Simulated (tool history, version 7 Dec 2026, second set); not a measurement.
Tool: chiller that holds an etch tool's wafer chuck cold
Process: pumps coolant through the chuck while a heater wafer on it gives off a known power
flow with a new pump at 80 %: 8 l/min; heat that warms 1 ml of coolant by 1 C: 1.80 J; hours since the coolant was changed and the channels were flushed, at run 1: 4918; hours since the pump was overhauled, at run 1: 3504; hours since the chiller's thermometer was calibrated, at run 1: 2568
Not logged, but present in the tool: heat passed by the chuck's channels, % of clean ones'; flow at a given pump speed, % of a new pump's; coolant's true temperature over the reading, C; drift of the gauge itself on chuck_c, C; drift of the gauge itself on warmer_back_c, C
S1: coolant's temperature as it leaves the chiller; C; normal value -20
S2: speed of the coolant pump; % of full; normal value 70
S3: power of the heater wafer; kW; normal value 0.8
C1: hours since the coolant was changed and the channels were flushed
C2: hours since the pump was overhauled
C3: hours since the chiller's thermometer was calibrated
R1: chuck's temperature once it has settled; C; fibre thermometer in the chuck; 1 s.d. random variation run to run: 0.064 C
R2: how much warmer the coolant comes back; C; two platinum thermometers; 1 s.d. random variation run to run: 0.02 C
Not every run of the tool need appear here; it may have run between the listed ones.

Run 1, day 0: usual settings; C1 4918; C2 3504; C3 2568. Result: R1 -12.69 C, R2 3.89 C.
Run 2, day 8.217: usual settings; C1 5115; C2 3702; C3 2765. Result: R1 -12.6 C, R2 3.93 C.
Run 3, day 13.288: usual settings but S3 0.599 kW; C1 5237; C2 3823; C3 2887. Result: R1 -14.39 C, R2 2.91 C.
Run 4, day 19.233: usual settings but S3 0.599 kW; C1 5380; C2 3966; C3 3029. Result: R1 -14.44 C, R2 2.91 C.
Run 5, day 23.004: usual settings but S3 0.599 kW; C1 5470; C2 4056; C3 3120. Result: R1 -14.52 C, R2 2.92 C.
Run 6, day 30.375: usual settings but S3 0.599 kW; C1 5647; C2 4233; C3 3297. Result: R1 -14.46 C, R2 2.88 C.
Run 7, day 37.05: usual settings but S3 0.599 kW; C1 5807; C2 4394; C3 3457. Result: R1 -14.43 C, R2 2.93 C.
Run 8, day 44.004: usual settings; C1 5974; C2 4560; C3 3624. Result: R1 -12.58 C, R2 3.91 C.
Run 9, day 52.15: usual settings; C1 6170; C2 4756; C3 3819. Result: R1 -12.51 C, R2 3.9 C.
Run 10, day 59.954: usual settings; C1 6357; C2 4943; C3 4007. Result: R1 -12.54 C, R2 3.89 C.
Run 11, day 68.279: usual settings but S1 -13 C; C1 6557; C2 5143; C3 4206. Result: R1 -5.61 C, R2 3.88 C.
Run 12, day 76.179: usual settings but S1 -13 C; C1 6746; C2 5333; C3 4396. Result: R1 -5.64 C, R2 3.88 C.
Run 13, day 80.492: usual settings but S1 -13 C; C1 6850; C2 5436; C3 4500. Result: R1 -5.72 C, R2 3.91 C.
At day 84.121: chiller's thermometer calibrated.
Run 14, day 89.171: usual settings but S1 -30 C; C1 7057; C2 5644; C3 121. Result: R1 -22.59 C, R2 3.89 C.
At day 93.246: coolant changed, channels flushed.
Run 15, day 93.246: usual settings but S1 -30 C; C1 0; C2 5735; C3 213. Result: R1 -22.61 C, R2 3.87 C.
Run 16, day 100.15: usual settings but S1 -30 C, S3 0.585 kW; C1 166; C2 5901; C3 379. Result: R1 -24.62 C, R2 2.85 C.
Run 17, day 106.042: usual settings but S1 -30 C, S3 0.585 kW; C1 307; C2 6042; C3 520. Result: R1 -24.56 C, R2 2.84 C.
Run 18, day 114.508: usual settings but S1 -30 C, S3 0.585 kW; C1 510; C2 6246; C3 723. Result: R1 -24.51 C, R2 2.86 C.
Run 19, day 122.438: usual settings but S2 68 % of full, S3 1.074 kW; C1 701; C2 6436; C3 914. Result: R1 -9.86 C, R2 5.36 C.
Run 20, day 131.033: usual settings but S2 92 % of full, S3 0.725 kW; C1 907; C2 6642; C3 1120. Result: R1 -14.86 C, R2 2.62 C.
Run 21, day 138.45: usual settings but S2 82 % of full, S3 0.791 kW; C1 1085; C2 6820; C3 1298. Result: R1 -13.72 C, R2 3.22 C.
Run 22, day 142.683: usual settings but S2 82 % of full, S3 0.791 kW; C1 1187; C2 6922; C3 1400. Result: R1 -13.85 C, R2 3.2 C.
Run 23, day 149.988: usual settings but S1 -24 C, S2 92 % of full; C1 1362; C2 7097; C3 1575. Result: R1 -18.36 C, R2 2.87 C.
Run 24, day 158.288: usual settings but S1 -27 C, S2 92 % of full, S3 0.624 kW; C1 1561; C2 7296; C3 1774. Result: R1 -22.57 C, R2 2.24 C.
Run 25, day 163.65: usual settings but S1 -30 C, S2 72 % of full; C1 1690; C2 7425; C3 1903. Result: R1 -22.93 C, R2 3.76 C.
Run 26, day 169.85: usual settings but S1 -30 C, S2 67 % of full; C1 1839; C2 7574; C3 2052. Result: R1 -22.24 C, R2 4.1 C.
Run 27, day 176.517: usual settings but S1 -30 C, S2 67 % of full, S3 1.086 kW; C1 1998; C2 7734; C3 2211. Result: R1 -19.6 C, R2 5.55 C.
Run 28, day 181.929: usual settings but S3 0.748 kW; C1 2128; C2 7864; C3 2341. Result: R1 -13.11 C, R2 3.66 C.
Run 29, day 186.1: usual settings but S2 95 % of full, S3 0.424 kW; C1 2228; C2 7964; C3 2442. Result: R1 -17.11 C, R2 1.48 C.
Run 30, day 190.642: usual settings but S1 -13 C, S2 91 % of full, S3 0.707 kW; C1 2338; C2 8073; C3 2551. Result: R1 -7.99 C, R2 2.54 C.
Run 31, day 198.212: usual settings but S3 0.73 kW; C1 2519; C2 8254; C3 2732. Result: R1 -13.33 C, R2 3.54 C.

Across each entry between runs, compare the hidden state at the last listed run before it with the hidden state at the first listed run after it:
In the gap between runs 13 and 14: chiller's thermometer calibrated (day 84.121)
  coolant's true temperature over the reading, C: -0.01 -> 0
In the gap between runs 14 and 15: coolant changed, channels flushed (day 93.246)
  heat passed by the chuck's channels, % of clean ones': 99.6 -> 100
